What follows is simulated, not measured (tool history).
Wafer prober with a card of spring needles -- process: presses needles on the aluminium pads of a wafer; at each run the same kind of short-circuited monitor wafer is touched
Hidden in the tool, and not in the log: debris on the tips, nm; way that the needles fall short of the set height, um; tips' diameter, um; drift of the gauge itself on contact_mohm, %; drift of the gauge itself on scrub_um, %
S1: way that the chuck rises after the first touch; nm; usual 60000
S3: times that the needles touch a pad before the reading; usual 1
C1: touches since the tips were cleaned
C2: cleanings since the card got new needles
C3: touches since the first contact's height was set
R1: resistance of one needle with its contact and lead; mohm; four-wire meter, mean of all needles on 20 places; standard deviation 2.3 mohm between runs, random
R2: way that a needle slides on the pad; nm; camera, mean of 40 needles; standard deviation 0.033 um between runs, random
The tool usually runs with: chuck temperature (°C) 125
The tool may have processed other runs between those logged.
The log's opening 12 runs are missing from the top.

{"hour": 112.2, "done": "tips cleaned on abrasive film"}
{"run": 13, "hour": 117.7, "S1": 60000, "chuck temperature (°C)": 125, "S3": 1, "C1": 2124, "C2": 23, "C3": 20099, "R1": 264, "R2": 9930}
{"run": 14, "hour": 124.7, "S1": 60000, "chuck temperature (°C)": 125, "S3": 1, "C1": 4845, "C2": 23, "C3": 22820, "R1": 264, "R2": 9910}
{"run": 15, "hour": 130.7, "S1": 60000, "chuck temperature (°C)": 125, "S3": 1, "C1": 7157, "C2": 23, "C3": 25132, "R1": 263, "R2": 9890}
{"hour": 131.7, "done": "gauge calibrated"}
{"hour": 134.8, "done": "tips cleaned on abrasive film"}
{"run": 16, "hour": 136.6, "S1": 60000, "chuck temperature (°C)": 125, "S3": 1, "C1": 709, "C2": 24, "C3": 27393, "R1": 265, "R2": 10150}
{"run": 17, "hour": 142.7, "S1": 51000, "chuck temperature (°C)": 125, "S3": 1, "C1": 3046, "C2": 24, "C3": 29730, "R1": 268, "R2": 8620}
{"run": 18, "hour": 149.9, "S1": 51000, "chuck temperature (°C)": 125, "S3": 1, "C1": 5830, "C2": 24, "C3": 32514, "R1": 267, "R2": 8580}
{"run": 19, "hour": 155.3, "S1": 76000, "chuck temperature (°C)": 58, "S3": 2, "C1": 7925, "C2": 24, "C3": 34609, "R1": 237, "R2": 12770}
{"hour": 157.1, "done": "tips cleaned on abrasive film"}
{"run": 20, "hour": 166.6, "S1": 47000, "chuck temperature (°C)": 80, "S3": 1, "C1": 3675, "C2": 25, "C3": 38965, "R1": 261, "R2": 7850}
{"run": 21, "hour": 177.8, "S1": 47000, "chuck temperature (°C)": 80, "S3": 1, "C1": 8013, "C2": 25, "C3": 43303, "R1": 259, "R2": 7850}
{"hour": 179.7, "done": "tips cleaned on abrasive film"}
{"run": 22, "hour": 188.7, "S1": 47000, "chuck temperature (°C)": 80, "S3": 1, "C1": 3463, "C2": 26, "C3": 47451, "R1": 257, "R2": 7870}
{"run": 23, "hour": 200.3, "S1": 55000, "chuck temperature (°C)": 91, "S3": 1, "C1": 7947, "C2": 26, "C3": 51935, "R1": 258, "R2": 9170}
{"hour": 202.1, "done": "tips cleaned on abrasive film"}
{"run": 24, "hour": 210.2, "S1": 58000, "chuck temperature (°C)": 109, "S3": 2, "C1": 3129, "C2": 27, "C3": 55741, "R1": 258, "R2": 9600}
{"run": 25, "hour": 216.4, "S1": 76000, "chuck temperature (°C)": 80, "S3": 1, "C1": 5519, "C2": 27, "C3": 58131, "R1": 241, "R2": 12630}
{"run": 26, "hour": 222.2, "S1": 76000, "chuck temperature (°C)": 80, "S3": 1, "C1": 7777, "C2": 27, "C3": 60389, "R1": 242, "R2": 12600}
{"hour": 225.1, "done": "tips cleaned on abrasive film"}
{"run": 27, "hour": 231.7, "S1": 76000, "chuck temperature (°C)": 80, "S3": 1, "C1": 2535, "C2": 28, "C3": 64018, "R1": 246, "R2": 12580}
{"run": 28, "hour": 239.3, "S1": 61000, "chuck temperature (°C)": 61, "S3": 1, "C1": 5491, "C2": 28, "C3": 66974, "R1": 244, "R2": 10090}
{"hour": 247.3, "done": "tips cleaned on abrasive film"}
{"run": 29, "hour": 251.5, "S1": 54000, "chuck temperature (°C)": 59, "S3": 2, "C1": 1603, "C2": 29, "C3": 71642, "R1": 247, "R2": 8920}
{"run": 30, "hour": 257.8, "S1": 47000, "chuck temperature (°C)": 35, "S3": 3, "C1": 4039, "C2": 29, "C3": 74078, "R1": 244, "R2": 7760}
{"run": 31, "hour": 267.5, "S1": 47000, "chuck temperature (°C)": 35, "S3": 3, "C1": 7785, "C2": 29, "C3": 77824, "R1": 242, "R2": 7730}
{"hour": 269.7, "done": "tips cleaned on abrasive film"}
{"run": 32, "hour": 278.6, "S1": 55000, "chuck temperature (°C)": 34, "S3": 2, "C1": 3440, "C2": 30, "C3": 82080, "R1": 238, "R2": 9010}
{"run": 33, "hour": 287.2, "S1": 55000, "chuck temperature (°C)": 90, "S3": 2, "C1": 6789, "C2": 30, "C3": 85429, "R1": 255, "R2": 8960}
{"hour": 292.8, "done": "tips cleaned on abrasive film"}
{"run": 34, "hour": 296.5, "S1": 55000, "chuck temperature (°C)": 90, "S3": 2, "C1": 1416, "C2": 31, "C3": 88965, "R1": 254, "R2": 8940}
{"run": 35, "hour": 305.1, "S1": 63000, "chuck temperature (°C)": 95, "S3": 2, "C1": 4765, "C2": 31, "C3": 92314, "R1": 249, "R2": 10290}

Here are 3 independent what-if runs from the current tool condition. What would each one return?
{"hour": 315.5, "done": "tips cleaned on abrasive film"}
{"run": "A", "hour": 318.3, "S1": 61000, "chuck temperature (°C)": 95, "S3": 2, "C1": 1097, "C2": 32, "C3": 97397, "R1": "?", "R2": "?"}
{"hour": 315.5, "done": "tips cleaned on abrasive film"}
{"run": "B", "hour": 318.3, "S1": 52000, "chuck temperature (°C)": 37, "S3": 1, "C1": 1097, "C2": 32, "C3": 97397, "R1": "?", "R2": "?"}
{"hour": 315.5, "done": "tips cleaned on abrasive film"}
{"run": "C", "hour": 318.3, "S1": 44000, "chuck temperature (°C)": 95, "S3": 2, "C1": 1097, "C2": 32, "C3": 97397, "R1": "?", "R2": "?"}

run=A R1=253 R2=9910
run=B R1=242 R2=8420
run=C R1=268 R2=7120
Had the tool no hidden state, the same runs would have come out as:
run=A R1=253 R2=10320
run=B R1=242 R2=8770
run=C R1=268 R2=7420

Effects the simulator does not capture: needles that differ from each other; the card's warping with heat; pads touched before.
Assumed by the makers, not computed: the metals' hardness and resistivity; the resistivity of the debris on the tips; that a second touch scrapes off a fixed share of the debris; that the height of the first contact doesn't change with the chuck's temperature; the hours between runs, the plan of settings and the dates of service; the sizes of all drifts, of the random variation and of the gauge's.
